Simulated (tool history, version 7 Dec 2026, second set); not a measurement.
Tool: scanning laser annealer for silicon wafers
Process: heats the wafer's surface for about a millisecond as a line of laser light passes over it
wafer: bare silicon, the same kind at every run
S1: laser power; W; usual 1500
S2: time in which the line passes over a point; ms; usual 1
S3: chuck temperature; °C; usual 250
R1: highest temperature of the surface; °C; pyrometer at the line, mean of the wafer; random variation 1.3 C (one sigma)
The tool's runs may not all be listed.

run 1 hour=0 | S1=1500 S2=1 S3=250 | R1=1012
run 2 hour=13.2 | S1=1500 S2=1 S3=250 | R1=1010
run 3 hour=32.7 | S1=1500 S2=1 S3=250 | R1=1010
run 4 hour=52.1 | S1=1500 S2=1 S3=236 | R1=998
run 5 hour=65.6 | S1=1284 S2=1 S3=250 | R1=903
run 6 hour=78.8 | S1=1284 S2=1 S3=229 | R1=882
run 7 hour=92.5 | S1=1523 S2=1 S3=250 | R1=1019
run 8 hour=109.6 | S1=1523 S2=1 S3=250 | R1=1018
run 9 hour=119.2 | S1=1586 S2=1 S3=250 | R1=1050
run 10 hour=128.8 | S1=1586 S2=1 S3=250 | R1=1049
run 11 hour=140.7 | S1=1586 S2=1 S3=250 | R1=1052
run 12 hour=150.9 | S1=1500 S2=1 S3=250 | R1=1008
run 13 hour=169.3 | S1=1500 S2=0.97 S3=250 | R1=997
run 14 hour=188.4 | S1=1500 S2=1 S3=250 | R1=1008
run 15 hour=207.8 | S1=1500 S2=1 S3=250 | R1=1005
run 16 hour=221.7 | S1=1500 S2=1 S3=250 | R1=1006
run 17 hour=237.2 | S1=1500 S2=1 S3=250 | R1=1005
run 18 hour=256.9 | S1=1500 S2=1 S3=250 | R1=1007
run 19 hour=275 | S1=1500 S2=1 S3=250 | R1=1003
run 20 hour=294.7 | S1=1500 S2=1 S3=250 | R1=1005
run 21 hour=309.4 | S1=1591 S2=0.91 S3=248 | R1=1008
run 22 hour=318.9 | S1=1591 S2=1.02 S3=254 | R1=1060
run 23 hour=336.8 | S1=1307 S2=0.8 S3=277 | R1=865
run 24 hour=354.2 | S1=1431 S2=1 S3=244 | R1=965
run 25 hour=366.1 | S1=1431 S2=1 S3=244 | R1=966
run 26 hour=378.8 | S1=1611 S2=0.9 S3=278 | R1=1041
run 27 hour=389.8 | S1=1611 S2=0.9 S3=278 | R1=1042
run 28 hour=398.6 | S1=1280 S2=0.9 S3=278 | R1=890
run 29 hour=415.9 | S1=1291 S2=0.72 S3=250 | R1=798
run 30 hour=427.8 | S1=1291 S2=0.72 S3=250 | R1=797
run 31 hour=449.2 | S1=1500 S2=0.92 S3=250 | R1=971
run 32 hour=461.2 | S1=1575 S2=1.21 S3=250 | R1=1121
run 33 hour=478.7 | S1=1556 S2=1.05 S3=211 | R1=1007
run 34 hour=499.7 | S1=1556 S2=1.05 S3=211 | R1=1006
run 35 hour=512.1 | S1=1556 S2=0.95 S3=285 | R1=1037
run 36 hour=529.9 | S1=1502 S2=1 S3=250 | R1=1001
run 37 hour=541.6 | S1=1502 S2=0.71 S3=254 | R1=878
run 38 hour=554.3 | S1=1526 S2=0.71 S3=254 | R1=891
run 39 hour=570.1 | S1=1526 S2=0.71 S3=254 | R1=889
run 40 hour=585.6 | S1=1291 S2=0.74 S3=269 | R1=819

The same runs without the tool's hidden state, with the same run-to-run variation:
The hidden state here: light that passes the window, % of a clean one's; laser's true power over the reading, %; width of the line over the set one, %; drift of the gauge itself on peak_c, C.
run=1 R1=1014
run=2 R1=1013
run=3 R1=1013
run=4 R1=1001
run=5 R1=906
run=6 R1=886
run=7 R1=1023
run=8 R1=1023
run=9 R1=1056
run=10 R1=1054
run=11 R1=1058
run=12 R1=1013
run=13 R1=1002
run=14 R1=1015
run=15 R1=1011
run=16 R1=1013
run=17 R1=1013
run=18 R1=1015
run=19 R1=1011
run=20 R1=1014
run=21 R1=1018
run=22 R1=1070
run=23 R1=872
run=24 R1=975
run=25 R1=976
run=26 R1=1052
run=27 R1=1053
run=28 R1=899
run=29 R1=807
run=30 R1=806
run=31 R1=983
run=32 R1=1136
run=33 R1=1021
run=34 R1=1020
run=35 R1=1051
run=36 R1=1015
run=37 R1=891
run=38 R1=904
run=39 R1=903
run=40 R1=831
